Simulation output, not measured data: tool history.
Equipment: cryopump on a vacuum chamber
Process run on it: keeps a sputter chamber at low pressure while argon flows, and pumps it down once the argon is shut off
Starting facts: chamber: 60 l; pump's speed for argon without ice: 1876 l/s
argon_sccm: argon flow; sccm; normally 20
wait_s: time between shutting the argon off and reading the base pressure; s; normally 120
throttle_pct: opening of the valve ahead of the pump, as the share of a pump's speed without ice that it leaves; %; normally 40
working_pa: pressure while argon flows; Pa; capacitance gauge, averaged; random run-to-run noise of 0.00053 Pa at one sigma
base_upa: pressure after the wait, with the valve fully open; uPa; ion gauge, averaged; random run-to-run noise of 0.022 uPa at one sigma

run,hour,argon_sccm,wait_s,throttle_pct,working_pa,base_upa
1,0.0,20,120,40,0.0468,2.12
2,17.8,20,120,40,0.0464,2.16
# hour 25.2: leaking fittings of the chamber tightened, without venting
3,36.1,20,120,40,0.0467,0.64
4,49.6,20,120,40,0.0472,0.68
5,65.2,20,120,40,0.0468,0.70
6,79.1,20,120,37,0.0503,0.70
7,94.3,20,120,37,0.0509,0.71
8,116.6,20,120,15,0.1236,0.68
9,143.0,20,120,22,0.0838,0.73
10,165.2,20,120,22,0.0837,0.76
11,176.7,20,120,40,0.0481,0.68
12,199.5,15,120,40,0.0356,0.74
13,219.5,20,120,40,0.0478,0.69
14,239.0,20,120,40,0.0487,0.73
15,263.4,20,120,40,0.0476,0.72
16,287.0,26,120,40,0.0626,0.74
17,306.2,26,120,40,0.0624,0.79
18,321.0,26,120,40,0.0629,0.75

Run 19 comes next. What will it give?
19,339.9,20,120,26,?,?

working_pa: 0.0730 Pa
base_upa: 0.72 uPa
The same run, on a tool lacking any hidden state, would have yielded working_pa 0.0696 Pa, base_upa 0.63 uPa.
